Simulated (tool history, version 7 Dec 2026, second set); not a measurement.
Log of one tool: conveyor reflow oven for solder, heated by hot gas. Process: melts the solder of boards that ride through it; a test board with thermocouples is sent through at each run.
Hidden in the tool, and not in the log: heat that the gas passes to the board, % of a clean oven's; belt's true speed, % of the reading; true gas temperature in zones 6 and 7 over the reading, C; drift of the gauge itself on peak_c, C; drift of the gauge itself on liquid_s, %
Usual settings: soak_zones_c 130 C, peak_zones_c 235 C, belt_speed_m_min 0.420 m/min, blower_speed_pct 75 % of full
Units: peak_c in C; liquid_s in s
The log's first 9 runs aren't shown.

| run | hour | soak_zones_c | peak_zones_c | belt_speed_m_min | blower_speed_pct | hours of work since the flux was cleaned out | hours of work since the belt drive was overhauled | hours of work since the thermocouples were changed | peak_c | liquid_s |
|---|---|---|---|---|---|---|---|---|---|---|
| 10 | 351.3 | 120 | 235 | 0.420 | 75 | 272 | 962 | 339 | 218.3 | 62.3 |
| 11 | 377.5 | 120 | 235 | 0.420 | 75 | 290 | 980 | 357 | 219.2 | 63.0 |
| 12 | 419.1 | 129 | 235 | 0.420 | 75 | 319 | 1009 | 385 | 220.1 | 67.0 |
|  | 428.1 | belt drive overhauled, speed set with a stopwatch |
| 13 | 477.3 | 129 | 235 | 0.420 | 75 | 356 | 34 | 422 | 219.2 | 66.6 |
| 14 | 528.7 | 130 | 235 | 0.420 | 75 | 391 | 69 | 457 | 220.5 | 67.4 |
| 15 | 571.3 | 130 | 235 | 0.420 | 75 | 420 | 98 | 487 | 219.4 | 66.6 |
|  | 578.9 | flux residue cleaned out of gas plates and filters |
| 16 | 618.5 | 130 | 224 | 0.403 | 75 | 27 | 127 | 515 | 213.0 | 64.8 |
| 17 | 645.1 | 130 | 229 | 0.403 | 70 | 45 | 145 | 534 | 217.3 | 67.8 |
|  | 663.5 | belt drive overhauled, speed set with a stopwatch, once more |
| 18 | 693.0 | 140 | 235 | 0.420 | 59 | 75 | 20 | 564 | 217.7 | 66.2 |
| 19 | 727.6 | 142 | 235 | 0.429 | 65 | 99 | 44 | 587 | 218.8 | 66.9 |
| 20 | 767.1 | 130 | 229 | 0.420 | 75 | 126 | 71 | 614 | 213.5 | 60.7 |
| 21 | 824.3 | 130 | 229 | 0.420 | 75 | 165 | 110 | 653 | 214.2 | 59.7 |
| 22 | 870.3 | 137 | 233 | 0.455 | 75 | 196 | 141 | 685 | 215.3 | 59.7 |
| 23 | 903.4 | 137 | 233 | 0.455 | 75 | 219 | 164 | 707 | 215.7 | 58.7 |
| 24 | 926.8 | 139 | 233 | 0.390 | 79 | 235 | 180 | 723 | 221.3 | 75.1 |
| 25 | 978.4 | 139 | 233 | 0.390 | 79 | 270 | 215 | 759 | 220.8 | 74.8 |
| 26 | 1021.6 | 119 | 231 | 0.356 | 59 | 300 | 245 | 788 | 215.0 | 68.1 |
| 27 | 1064.1 | 119 | 228 | 0.356 | 59 | 329 | 274 | 817 | 211.8 | 64.5 |
|  | 1076.8 | thermocouples of zones 6 and 7 changed |
| 28 | 1106.2 | 122 | 235 | 0.430 | 87 | 356 | 301 | 20 | 220.9 | 62.0 |
| 29 | 1148.2 | 124 | 235 | 0.455 | 65 | 385 | 330 | 49 | 214.4 | 53.1 |
|  | 1207.6 | flux residue cleaned out of gas plates and filters |
| 30 | 1209.5 | 124 | 235 | 0.455 | 65 | 1 | 368 | 87 | 216.6 | 54.7 |

4 ways to go on from here, each from the tool as it stands after run 30. What would each give?
| A | 1250.8 | 124 | 238 | 0.455 | 80 | 30 | 396 | 115 | ? | ? |
| B | 1250.8 | 119 | 231 | 0.408 | 65 | 30 | 396 | 115 | ? | ? |
| C | 1250.8 | 118 | 235 | 0.420 | 51 | 30 | 396 | 115 | ? | ? |
| D | 1250.8 | 128 | 235 | 0.349 | 60 | 30 | 396 | 115 | ? | ? |

| run | peak_c | liquid_s |
|---|---|---|
| A | 222.2 | 60.6 |
| B | 215.7 | 60.6 |
| C | 213.3 | 54.5 |
| D | 223.5 | 83.0 |
Without the tool's hidden state the same runs would have given:
| run | peak_c | liquid_s |
|---|---|---|
| A | 222.7 | 60.1 |
| B | 216.0 | 60.1 |
| C | 213.6 | 54.0 |
| D | 223.9 | 82.2 |
